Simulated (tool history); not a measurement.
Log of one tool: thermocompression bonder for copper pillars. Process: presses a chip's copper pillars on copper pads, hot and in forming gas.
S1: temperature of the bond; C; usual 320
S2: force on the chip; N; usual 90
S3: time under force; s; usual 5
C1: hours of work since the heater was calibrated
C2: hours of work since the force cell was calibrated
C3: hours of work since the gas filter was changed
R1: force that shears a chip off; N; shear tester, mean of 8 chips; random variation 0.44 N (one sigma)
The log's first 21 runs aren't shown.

run     day   S1   S2  S3   C1   C2   C3     R1
     32.225  -- force cell calibrated
 22  33.325  349   83   5  709   11  303   99.7
 23  35.288  349   83   5  728   30  322  100.3
 24  36.871  349   83  10  744   45  337  116.1
 25  38.112  349   56   7  755   57  349   88.1
 26  39.546  320   69  11  769   71  363   92.5
 27  40.942  301   81   4  783   84  376   62.6
 28  42.758  343   77   5  800  102  394   92.6
 29    44.8  298  134   4  820  121  413   83.4
 30  46.804  298   55   9  839  141  433   62.7
     47.088  -- forming gas filter changed
 31  48.096  298   55   9  852  153   10     65
 32  49.517  323   84  14  865  166   23  112.7
 33  50.833  323   84  14  878  179   36  112.1
 34  52.404  320   86   5  893  194   51     85

The next listed run, before its measurement:
 35  54.238  302  90  14  911  212  69   ?

{"run 35": {"R1": 102.6}}
Without the tool's hidden state the same run would have given R1 106.4 N.

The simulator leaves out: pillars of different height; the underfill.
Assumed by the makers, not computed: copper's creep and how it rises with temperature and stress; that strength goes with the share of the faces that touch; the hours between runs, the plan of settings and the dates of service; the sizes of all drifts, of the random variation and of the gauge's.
